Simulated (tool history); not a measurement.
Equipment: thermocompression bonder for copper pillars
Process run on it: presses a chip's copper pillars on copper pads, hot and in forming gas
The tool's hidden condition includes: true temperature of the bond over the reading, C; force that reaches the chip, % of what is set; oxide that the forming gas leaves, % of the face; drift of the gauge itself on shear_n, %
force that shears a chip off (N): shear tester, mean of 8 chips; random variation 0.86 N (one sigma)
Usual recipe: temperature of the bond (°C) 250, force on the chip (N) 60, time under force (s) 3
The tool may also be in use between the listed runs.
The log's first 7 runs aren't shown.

run,day,temperature of the bond (°C),force on the chip (N),time under force (s),hours of work since the heater was calibrated,hours of work since the force cell was calibrated,hours of work since the gas filter was changed,force that shears a chip off (N)
8,3.038,250,57,3,465,910,273,68.0
9,3.558,250,57,3,474,918,282,67.1
10,4.012,250,57,3,481,926,289,65.3
11,4.621,250,57,3,490,935,299,66.7
12,4.950,250,57,3,496,941,304,67.3
13,5.529,250,57,3,505,950,313,66.5
14,6.104,250,57,3,514,959,322,66.8
15,6.771,250,42,3,525,969,333,55.5
16,7.258,250,42,3,532,977,341,55.9
17,7.771,250,42,3,541,985,349,55.4
18,8.183,276,51,5,547,992,355,82.4
19,8.783,276,51,5,557,1002,365,83.1
20,9.196,228,59,2,563,1008,371,50.4
21,9.517,228,59,2,568,1013,377,50.0
22,9.938,230,60,6,575,1020,383,71.8
23,10.571,230,60,6,585,1030,393,72.9
24,10.979,236,51,6,592,1037,400,70.3
25,11.475,260,53,3,600,1044,408,68.4
26,11.871,260,53,3,606,1051,414,69.4
27,12.421,228,53,3,615,1059,423,53.6

Run 28 is up next; what results do you expect?
# day 12.662: forming gas filter changed
28,12.904,228,53,3,622,1067,4,?

force that shears a chip off (N): 53.4
Take away the tool's hidden state, keep the run-to-run variation as it was, and the same run would have given force that shears a chip off (N) 53.4.

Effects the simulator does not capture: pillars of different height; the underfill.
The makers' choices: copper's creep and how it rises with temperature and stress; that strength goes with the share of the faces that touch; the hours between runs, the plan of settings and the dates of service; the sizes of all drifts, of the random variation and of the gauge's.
